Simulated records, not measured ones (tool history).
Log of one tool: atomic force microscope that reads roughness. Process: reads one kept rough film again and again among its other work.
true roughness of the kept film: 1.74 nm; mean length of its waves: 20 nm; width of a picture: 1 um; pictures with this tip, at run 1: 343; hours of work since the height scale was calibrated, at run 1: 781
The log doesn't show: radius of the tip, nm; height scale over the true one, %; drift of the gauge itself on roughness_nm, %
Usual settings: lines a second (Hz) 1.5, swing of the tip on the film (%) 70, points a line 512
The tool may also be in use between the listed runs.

run,hour,lines a second (Hz),swing of the tip on the film (%),points a line,pictures with this tip,hours of work since the height scale was calibrated,roughness of the kept film (nm (root mean square))
1,0,1.5,70,512,343,781,1.164
# hour 3.4: new tip fitted
2,37.4,1.54,70,512,46,801,1.412
3,75.1,1.5,70,415,96,822,1.353
4,107.5,1.5,70,512,139,839,1.33
5,162.3,1.5,70,512,212,868,1.264
6,199.8,1.5,70,512,262,889,1.247
7,253.3,1.5,70,512,333,917,1.196
# hour 267.4: new tip fitted
8,317.1,2.83,70,512,67,951,1.358
9,352.9,2.83,70,512,114,970,1.294
10,397.2,1.5,70,512,173,994,1.285
11,428,2.13,65,472,214,1011,1.258
12,496.5,1.5,70,859,306,1048,1.203
# hour 529: new tip fitted
13,552.4,1.5,70,414,32,1077,1.431
14,588.7,1.05,66,295,80,1097,1.38
15,632,1.05,71,369,138,1120,1.315
16,671.4,1.12,58,896,190,1141,1.321
17,717.2,3.36,78,738,251,1166,1.154
# hour 741.1: height scale calibrated on a step standard
18,755.9,3.36,67,575,302,8,1.188
# hour 790.9: new tip fitted
19,805.4,1.65,75,1014,19,34,1.46
20,842,1.65,75,1014,68,54,1.407

Some steps in roughness of the kept film (nm (root mean square)) between neighbouring runs. How much of each would the tool show without its hidden state too (settings, what came in, random variation), and how much is left for the hidden state, with any gauge scatter that isn't in both results?
Run 1 -> 2: lines a second (Hz) 1.5 -> 1.54, new tip fitted. roughness of the kept film (nm (root mean square)) +0.248: hidden state +0.259, all else -0.011.
Run 18 -> 19: lines a second (Hz) 3.36 -> 1.65, swing of the tip on the film (%) 67 -> 75, points a line 575 -> 1014, new tip fitted. roughness of the kept film (nm (root mean square)) +0.272: hidden state +0.24, all else +0.032.
